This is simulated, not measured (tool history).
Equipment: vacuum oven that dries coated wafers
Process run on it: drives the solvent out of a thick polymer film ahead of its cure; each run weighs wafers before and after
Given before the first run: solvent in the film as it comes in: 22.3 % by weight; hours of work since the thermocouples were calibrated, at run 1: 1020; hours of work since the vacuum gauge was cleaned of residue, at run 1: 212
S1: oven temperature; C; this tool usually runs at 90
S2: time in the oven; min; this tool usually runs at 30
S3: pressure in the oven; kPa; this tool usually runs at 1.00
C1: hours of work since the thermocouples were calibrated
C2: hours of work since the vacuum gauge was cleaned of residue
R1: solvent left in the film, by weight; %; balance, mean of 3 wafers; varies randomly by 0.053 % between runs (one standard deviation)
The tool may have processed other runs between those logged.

run,hour,S1,S2,S3,C1,C2,R1
1,0.0,90,30,1.00,1020,212,2.16
2,37.1,90,30,1.00,1047,239,2.19
3,76.2,90,30,1.00,1076,268,2.18
4,124.3,90,30,1.00,1111,303,2.23
5,167.8,90,30,3.55,1144,335,2.97
6,195.0,90,30,3.55,1164,355,2.79
7,226.9,90,30,1.00,1187,379,2.26
8,274.5,90,30,1.00,1222,414,2.26
9,311.0,90,30,1.00,1249,441,2.39
10,355.0,90,30,1.00,1282,473,2.48
11,381.3,90,49,1.00,1301,493,0.86
12,427.7,87,30,1.00,1335,527,3.27
# hour 464.7: oven's thermocouples calibrated
13,485.5,87,30,1.00,15,568,2.59
14,521.4,87,30,1.00,42,594,2.48
15,576.8,87,30,1.00,83,635,2.50
16,617.2,87,30,1.00,112,665,2.59
17,663.8,83,19,1.00,147,700,6.73
18,693.8,83,37,1.63,169,722,2.90
19,741.2,86,21,1.63,204,757,5.05
20,796.5,86,31,1.63,245,797,3.03
21,834.2,90,30,1.63,272,825,2.11
22,871.2,102,31,1.38,300,852,0.48
23,904.4,102,38,1.60,324,877,0.34
24,958.6,90,41,3.48,364,917,1.62
25,987.8,79,17,0.79,386,938,9.11
26,1042.7,79,17,0.79,426,979,9.21
27,1070.7,79,20,0.70,447,999,8.09
28,1107.7,101,42,2.90,474,1027,0.50
29,1149.4,101,42,2.90,505,1057,0.62
# hour 1155.4: vacuum gauge cleaned of residue and calibrated
30,1195.9,90,16,1.00,538,30,5.40
31,1242.5,90,26,1.00,572,64,2.65
32,1291.5,90,26,1.00,608,100,2.66

3 ways to go on from here, each from the tool as it stands after run 32. What would each give?
A,1330.6,98,26,1.00,637,129,?
B,1330.6,100,30,1.00,637,129,?
C,1330.6,84,46,1.00,637,129,?

run,R1
A,0.93
B,0.47
C,1.78
Had the tool no hidden state, the same runs would have come out as:
run,R1
A,0.69
B,0.34
C,1.37
